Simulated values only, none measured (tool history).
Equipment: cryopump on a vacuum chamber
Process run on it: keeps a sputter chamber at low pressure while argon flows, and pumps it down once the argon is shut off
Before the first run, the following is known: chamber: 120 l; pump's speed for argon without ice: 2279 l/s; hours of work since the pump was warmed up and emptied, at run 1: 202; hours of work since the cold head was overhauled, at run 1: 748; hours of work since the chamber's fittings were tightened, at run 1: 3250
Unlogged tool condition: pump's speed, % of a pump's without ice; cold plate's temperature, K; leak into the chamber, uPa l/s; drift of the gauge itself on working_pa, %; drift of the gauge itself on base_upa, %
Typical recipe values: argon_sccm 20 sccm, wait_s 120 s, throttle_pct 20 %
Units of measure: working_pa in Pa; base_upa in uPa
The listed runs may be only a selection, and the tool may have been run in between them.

| run | hour | argon_sccm | wait_s | throttle_pct | hours of work since the pump was warmed up and emptied | hours of work since the cold head was overhauled | hours of work since the chamber's fittings were tightened | working_pa | base_upa |
|---|---|---|---|---|---|---|---|---|---|
| 1 | 0.0 | 20 | 120 | 20 | 202 | 748 | 3250 | 0.0762 | 1.90 |
| 2 | 49.8 | 20 | 120 | 20 | 238 | 784 | 3286 | 0.0755 | 1.96 |
| 3 | 92.5 | 20 | 114 | 20 | 269 | 815 | 3317 | 0.0759 | 1.96 |
| 4 | 113.9 | 11 | 120 | 20 | 284 | 830 | 3332 | 0.0418 | 1.96 |
| 5 | 151.1 | 11 | 120 | 20 | 311 | 857 | 3359 | 0.0420 | 2.03 |
| 6 | 173.4 | 20 | 120 | 21 | 327 | 873 | 3375 | 0.0736 | 2.01 |
| 7 | 205.6 | 20 | 120 | 20 | 350 | 896 | 3398 | 0.0770 | 2.05 |
| 8 | 240.0 | 27 | 120 | 20 | 375 | 921 | 3423 | 0.1044 | 2.02 |
| 9 | 275.1 | 27 | 120 | 20 | 400 | 946 | 3448 | 0.1040 | 2.13 |
| 10 | 313.1 | 20 | 120 | 34 | 428 | 974 | 3476 | 0.0465 | 2.11 |
| 11 | 336.7 | 20 | 120 | 32 | 445 | 991 | 3493 | 0.0498 | 2.21 |
| 12 | 376.6 | 20 | 120 | 32 | 473 | 1019 | 3522 | 0.0504 | 2.21 |
| 13 | 407.9 | 20 | 120 | 32 | 496 | 1042 | 3544 | 0.0506 | 2.21 |
|  | 448.4 | pump warmed up, emptied and cooled again |
| 14 | 449.2 | 14 | 120 | 32 | 1 | 1068 | 3570 | 0.0329 | 1.83 |
| 15 | 491.4 | 14 | 120 | 32 | 31 | 1099 | 3601 | 0.0329 | 1.94 |
| 16 | 534.9 | 9 | 120 | 20 | 62 | 1130 | 3632 | 0.0338 | 1.93 |
| 17 | 573.6 | 20 | 120 | 20 | 90 | 1158 | 3660 | 0.0741 | 1.98 |
| 18 | 619.6 | 20 | 32 | 20 | 123 | 1191 | 3693 | 0.0752 | 3.53 |
| 19 | 664.4 | 21 | 172 | 29 | 156 | 1223 | 3725 | 0.0550 | 1.95 |
| 20 | 708.4 | 20 | 120 | 24 | 187 | 1255 | 3757 | 0.0633 | 2.08 |
| 21 | 741.6 | 38 | 42 | 40 | 211 | 1279 | 3781 | 0.0739 | 3.02 |
| 22 | 785.5 | 38 | 42 | 40 | 243 | 1311 | 3813 | 0.0736 | 3.04 |
| 23 | 806.8 | 30 | 196 | 19 | 258 | 1326 | 3828 | 0.1196 | 1.99 |
| 24 | 853.4 | 30 | 196 | 19 | 292 | 1360 | 3862 | 0.1202 | 1.95 |
|  | 899.8 | leaking fittings of the chamber tightened, without venting |
| 25 | 899.8 | 13 | 118 | 40 | 324 | 1392 | 0 | 0.0257 | 0.71 |
| 26 | 947.2 | 27 | 174 | 40 | 358 | 1426 | 34 | 0.0538 | 0.54 |
| 27 | 972.5 | 27 | 174 | 40 | 376 | 1444 | 52 | 0.0534 | 0.54 |
| 28 | 1017.3 | 27 | 174 | 40 | 409 | 1476 | 85 | 0.0542 | 0.55 |
| 29 | 1039.4 | 17 | 32 | 16 | 425 | 1492 | 101 | 0.0813 | 2.15 |
| 30 | 1066.3 | 17 | 69 | 16 | 444 | 1512 | 120 | 0.0815 | 1.16 |
| 31 | 1116.0 | 27 | 120 | 28 | 480 | 1548 | 156 | 0.0769 | 0.79 |
| 32 | 1153.1 | 10 | 31 | 59 | 507 | 1574 | 183 | 0.0148 | 2.35 |
|  | 1178.4 | pump warmed up, emptied and cooled again |
| 33 | 1196.7 | 10 | 90 | 42 | 13 | 1602 | 210 | 0.0179 | 0.92 |
| 34 | 1223.8 | 10 | 90 | 42 | 33 | 1622 | 230 | 0.0183 | 0.92 |
| 35 | 1252.7 | 20 | 38 | 25 | 54 | 1643 | 251 | 0.0598 | 1.87 |

Alternative continuations, all from the tool just after run 35; predict every row:
| A | 1277.9 | 16 | 38 | 16 | 72 | 1661 | 269 | ? | ? |
| B | 1277.9 | 26 | 38 | 25 | 72 | 1661 | 269 | ? | ? |
| C | 1277.9 | 36 | 42 | 18 | 72 | 1661 | 269 | ? | ? |

| run | working_pa | base_upa |
|---|---|---|
| A | 0.0753 | 1.92 |
| B | 0.0785 | 1.94 |
| C | 0.1499 | 1.78 |
With the hidden condition removed and each run's random variation left untouched, the same runs would have given:
| run | working_pa | base_upa |
|---|---|---|
| A | 0.0746 | 1.81 |
| B | 0.0774 | 1.82 |
| C | 0.1484 | 1.66 |

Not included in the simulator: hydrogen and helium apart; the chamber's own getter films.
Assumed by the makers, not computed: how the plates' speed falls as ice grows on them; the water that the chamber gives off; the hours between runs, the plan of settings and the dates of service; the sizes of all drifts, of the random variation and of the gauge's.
